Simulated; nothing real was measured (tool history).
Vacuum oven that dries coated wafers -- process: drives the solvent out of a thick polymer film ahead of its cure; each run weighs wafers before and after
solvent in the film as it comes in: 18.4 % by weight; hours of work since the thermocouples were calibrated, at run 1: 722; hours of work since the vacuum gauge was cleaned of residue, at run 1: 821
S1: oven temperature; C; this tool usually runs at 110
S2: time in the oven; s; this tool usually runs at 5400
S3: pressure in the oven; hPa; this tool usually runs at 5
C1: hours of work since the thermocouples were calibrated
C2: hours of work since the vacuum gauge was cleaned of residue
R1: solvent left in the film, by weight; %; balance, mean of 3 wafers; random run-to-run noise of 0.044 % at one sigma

{"run": 1, "hour": 0.0, "S1": 110, "S2": 5400, "S3": 5, "C1": 722, "C2": 821, "R1": 3.18}
{"run": 2, "hour": 48.6, "S1": 99, "S2": 5400, "S3": 5, "C1": 755, "C2": 853, "R1": 7.11}
{"run": 3, "hour": 103.1, "S1": 99, "S2": 5400, "S3": 5, "C1": 791, "C2": 890, "R1": 7.09}
{"run": 4, "hour": 142.3, "S1": 99, "S2": 5400, "S3": 5, "C1": 817, "C2": 916, "R1": 7.08}
{"run": 5, "hour": 188.1, "S1": 99, "S2": 5400, "S3": 11.85, "C1": 848, "C2": 946, "R1": 7.37}
{"run": 6, "hour": 235.9, "S1": 99, "S2": 5400, "S3": 11.85, "C1": 879, "C2": 978, "R1": 7.19}
{"run": 7, "hour": 272.7, "S1": 110, "S2": 5400, "S3": 14.55, "C1": 904, "C2": 1003, "R1": 3.59}
{"run": 8, "hour": 320.4, "S1": 108, "S2": 5400, "S3": 9.24, "C1": 936, "C2": 1035, "R1": 3.95}
{"run": 9, "hour": 364.9, "S1": 108, "S2": 5400, "S3": 9.24, "C1": 965, "C2": 1064, "R1": 4}
{"hour": 371.8, "done": "oven's thermocouples calibrated"}
{"run": 10, "hour": 420.5, "S1": 110, "S2": 7140, "S3": 6, "C1": 32, "C2": 1100, "R1": 1.95}
{"run": 11, "hour": 448.9, "S1": 110, "S2": 7140, "S3": 6, "C1": 51, "C2": 1119, "R1": 2}
{"run": 12, "hour": 496.0, "S1": 110, "S2": 5400, "S3": 3.91, "C1": 83, "C2": 1150, "R1": 2.97}
{"run": 13, "hour": 540.7, "S1": 110, "S2": 6060, "S3": 15.58, "C1": 113, "C2": 1180, "R1": 3.06}
{"run": 14, "hour": 591.5, "S1": 110, "S2": 4500, "S3": 5, "C1": 147, "C2": 1214, "R1": 3.81}

Here are 5 independent what-if runs from the current tool condition. What would each one return?
{"run": "A", "hour": 621.3, "S1": 110, "S2": 5400, "S3": 2.75, "C1": 166, "C2": 1234, "R1": "?"}
{"run": "B", "hour": 621.3, "S1": 110, "S2": 8100, "S3": 5, "C1": 166, "C2": 1234, "R1": "?"}
{"run": "C", "hour": 621.3, "S1": 110, "S2": 6960, "S3": 5, "C1": 166, "C2": 1234, "R1": "?"}
{"run": "D", "hour": 621.3, "S1": 118, "S2": 5220, "S3": 9.82, "C1": 166, "C2": 1234, "R1": "?"}
{"run": "E", "hour": 621.3, "S1": 97, "S2": 4020, "S3": 16.93, "C1": 166, "C2": 1234, "R1": "?"}

run=A R1=2.93
run=B R1=1.56
run=C R1=1.96
run=D R1=1.46
run=E R1=9.54
Without the tool's hidden state the same runs would have given:
run=A R1=3.31
run=B R1=1.73
run=C R1=2.22
run=D R1=1.64
run=E R1=9.96
